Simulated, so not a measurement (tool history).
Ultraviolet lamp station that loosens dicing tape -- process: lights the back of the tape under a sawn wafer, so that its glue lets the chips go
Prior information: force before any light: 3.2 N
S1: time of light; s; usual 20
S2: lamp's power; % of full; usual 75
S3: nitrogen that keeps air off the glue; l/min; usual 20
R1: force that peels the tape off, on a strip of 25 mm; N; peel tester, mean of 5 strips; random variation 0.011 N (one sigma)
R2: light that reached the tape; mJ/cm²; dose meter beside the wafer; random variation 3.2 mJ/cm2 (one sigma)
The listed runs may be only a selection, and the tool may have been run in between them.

| run | hour | S1 | S2 | S3 | R1 | R2 |
|---|---|---|---|---|---|---|
| 1 | 0.0 | 20 | 75 | 20 | 0.717 | 387 |
| 2 | 36.6 | 20 | 75 | 20 | 0.720 | 386 |
| 3 | 66.6 | 20 | 75 | 20 | 0.714 | 388 |
| 4 | 112.7 | 20 | 75 | 20 | 0.724 | 390 |
| 5 | 153.7 | 20 | 75 | 20 | 0.707 | 378 |
| 6 | 187.9 | 20 | 75 | 20 | 0.753 | 379 |
| 7 | 211.0 | 19 | 75 | 20 | 0.790 | 356 |
|  | 214.7 | window cleaned of glue's vapour |
| 8 | 231.2 | 14 | 64 | 36 | 1.151 | 217 |
| 9 | 266.4 | 14 | 69 | 27 | 1.156 | 231 |
| 10 | 303.9 | 14 | 72 | 27 | 1.112 | 238 |
| 11 | 334.1 | 31 | 95 | 6 | 0.545 | 690 |
|  | 339.5 | window cleaned of glue's vapour, once more |
| 12 | 366.8 | 25 | 77 | 8 | 0.763 | 498 |
| 13 | 408.5 | 14 | 94 | 27 | 0.750 | 337 |
| 14 | 452.5 | 20 | 75 | 14 | 0.820 | 379 |

Branching from run 14: 3 alternative next runs. What would each branch give?
| A | 489.7 | 24 | 75 | 9 | ? | ? |
| B | 489.7 | 20 | 83 | 14 | ? | ? |
| C | 489.7 | 13 | 73 | 8 | ? | ? |

| run | R1 | R2 |
|---|---|---|
| A | 0.813 | 449 |
| B | 0.734 | 424 |
| C | 1.493 | 238 |
What these runs would have given with no unlogged condition in the tool:
| run | R1 | R2 |
|---|---|---|
| A | 0.544 | 607 |
| B | 0.483 | 572 |
| C | 1.167 | 322 |

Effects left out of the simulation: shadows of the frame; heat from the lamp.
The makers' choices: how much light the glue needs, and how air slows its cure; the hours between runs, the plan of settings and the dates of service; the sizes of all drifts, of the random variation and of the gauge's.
